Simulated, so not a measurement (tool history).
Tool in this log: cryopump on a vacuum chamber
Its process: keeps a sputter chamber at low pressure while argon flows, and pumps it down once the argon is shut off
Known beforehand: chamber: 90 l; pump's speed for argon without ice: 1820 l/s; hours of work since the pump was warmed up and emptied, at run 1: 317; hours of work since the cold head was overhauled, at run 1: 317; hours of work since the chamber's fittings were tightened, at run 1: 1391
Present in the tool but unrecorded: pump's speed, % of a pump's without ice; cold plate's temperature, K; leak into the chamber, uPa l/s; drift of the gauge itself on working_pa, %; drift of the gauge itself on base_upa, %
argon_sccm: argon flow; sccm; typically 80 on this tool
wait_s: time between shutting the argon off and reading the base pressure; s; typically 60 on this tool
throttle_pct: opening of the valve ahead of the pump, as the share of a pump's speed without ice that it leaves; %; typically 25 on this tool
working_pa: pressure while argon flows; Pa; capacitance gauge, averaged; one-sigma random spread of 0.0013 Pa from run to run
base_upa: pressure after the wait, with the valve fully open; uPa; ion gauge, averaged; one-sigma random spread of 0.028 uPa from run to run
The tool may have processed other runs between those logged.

run   hour  argon_sccm  wait_s  throttle_pct  hours of work since the pump was warmed up and emptied  hours of work since the cold head was overhauled  hours of work since the chamber's fittings were tightened  working_pa  base_upa
  1    0.0          80      60            25                                                     317                                               317                                                       1391      0.3011      2.16
  2   43.0          80      60            25                                                     343                                               343                                                       1417      0.2999      2.19
  3   96.2          80      60            25                                                     376                                               376                                                       1450      0.3021      2.17
  4  155.1          80      23            25                                                     412                                               412                                                       1486      0.3014      4.11
  5  209.6          80      23            25                                                     446                                               446                                                       1520      0.3021      4.07
  6  257.3          80      23            25                                                     475                                               475                                                       1549      0.3045      4.14
  7  287.0          80      23            25                                                     493                                               493                                                       1567      0.3013      4.20
  8  332.6          80      60            39                                                     521                                               521                                                       1595      0.1975      2.34
  9  368.2          80      60            25                                                     543                                               543                                                       1617      0.3023      2.36
 10  404.9          80      60            25                                                     565                                               565                                                       1640      0.3046      2.34
 11  456.1          80      60            25                                                     597                                               597                                                       1671      0.3057      2.40
 12  501.2          80      60            25                                                     625                                               625                                                       1699      0.3068      2.37
 13  541.0          80      60            25                                                     649                                               649                                                       1723      0.3086      2.45
 14  578.3          80      60            25                                                     672                                               672                                                       1746      0.3050      2.46
 15  622.3          80      60            25                                                     699                                               699                                                       1773      0.3094      2.52
 16  666.4          80      60            25                                                     726                                               726                                                       1801      0.3080      2.47
 17  725.4          80      83            25                                                     762                                               762                                                       1837      0.3068      2.20

For run 18, what comes out?
 18  770.8          80      83            25                                                     790                                               790                                                       1865           ?         ?

{"run 18": {"working_pa": 0.3075, "base_upa": 2.24}}
Had the tool carried no hidden state, the very same run would have given working_pa 0.2970 Pa, base_upa 1.02 uPa.

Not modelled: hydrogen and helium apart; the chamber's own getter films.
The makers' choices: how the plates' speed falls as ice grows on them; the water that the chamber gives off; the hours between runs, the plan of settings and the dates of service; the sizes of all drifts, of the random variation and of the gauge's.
